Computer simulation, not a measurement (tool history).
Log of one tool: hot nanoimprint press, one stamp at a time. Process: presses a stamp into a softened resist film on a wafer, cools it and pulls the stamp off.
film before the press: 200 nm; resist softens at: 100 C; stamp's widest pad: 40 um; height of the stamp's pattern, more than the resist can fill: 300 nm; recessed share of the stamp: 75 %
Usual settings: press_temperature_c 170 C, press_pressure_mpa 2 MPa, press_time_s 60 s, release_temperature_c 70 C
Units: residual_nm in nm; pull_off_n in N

run   hour  press_temperature_c  press_pressure_mpa  press_time_s  release_temperature_c  residual_nm  pull_off_n
  1      0                  170                   2            60                     70         66.6         227
  2    5.7                  170                   2            60                     70         65.4         229
      13.3  -- plate thermocouple calibrated
  3   16.6                  170                   2            60                     70         61.3         221
  4   22.6                  170                   2            60                     70         60.7         219
  5   32.5                  170                2.83            60                     70         51.5         232
  6   38.1                  170                2.83            60                     70         51.3         225
      47.3  -- plate thermocouple calibrated, once more
  7   47.3                  170                2.83            60                     70         60.5         232
  8   57.6                  170                2.83            60                     70         60.4         240
  9   63.9                  170                   2            75                     64         66.8         257
 10   75.6                  170                   2            75                     64         66.7         257
 11   83.2                  170                2.91            60                     70         59.7         241
 12     93                  165                   2            39                     68        101.9         247
 13  102.2                  170                1.75            40                     67         90.5         256
 14    108                  163                3.11            67                     64         73.1         263
 15  119.1                  163                1.35            67                     64        107.2         262

Forecast each of these 3 alternatives for the next run:
  A  126.9                  170                   2            56                     70            ?           ?
  B  126.9                  168                   2            60                     70            ?           ?
  C  126.9                  163                1.49            67                     62            ?           ?

run  residual_nm  pull_off_n
  A         74.9         243
  B         78.1         246
  C        102.7         268
Without the tool's hidden state the same runs would have given:
run  residual_nm  pull_off_n
  A           75         203
  B         78.2         205
  C        103.2         224

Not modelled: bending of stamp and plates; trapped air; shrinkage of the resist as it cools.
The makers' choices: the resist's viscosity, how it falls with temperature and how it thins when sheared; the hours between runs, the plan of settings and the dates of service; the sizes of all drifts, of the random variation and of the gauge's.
